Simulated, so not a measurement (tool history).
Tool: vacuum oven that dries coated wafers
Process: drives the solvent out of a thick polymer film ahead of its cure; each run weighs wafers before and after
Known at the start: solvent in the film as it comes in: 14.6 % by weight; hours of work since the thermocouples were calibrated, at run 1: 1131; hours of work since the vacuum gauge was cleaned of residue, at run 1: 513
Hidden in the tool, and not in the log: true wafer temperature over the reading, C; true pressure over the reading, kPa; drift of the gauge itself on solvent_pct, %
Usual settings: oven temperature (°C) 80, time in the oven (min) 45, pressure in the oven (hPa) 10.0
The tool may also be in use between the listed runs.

run	hour	oven temperature (°C)	time in the oven (min)	pressure in the oven (hPa)	hours of work since the thermocouples were calibrated	hours of work since the vacuum gauge was cleaned of residue	solvent left in the film (%)
1	0.0	80	45	10.0	1131	513	1.94
2	25.5	80	45	10.0	1147	530	1.94
3	46.2	80	45	10.0	1161	543	1.95
# hour 70.2: oven's thermocouples calibrated
4	76.5	95	45	10.0	4	562	0.54
5	98.1	95	45	10.0	18	576	0.52
6	114.5	80	45	10.0	29	587	2.21
7	135.7	80	45	10.0	43	601	2.17
8	160.8	75	45	10.0	60	618	3.61
9	173.1	75	45	10.0	68	626	3.60

The next listed run, before its measurement:
10	201.5	77	37	19.2	87	645	?

Run 10 gave solvent left in the film (%) 4.37.
Without the tool's hidden state the same run would have given solvent left in the film (%) 4.14.
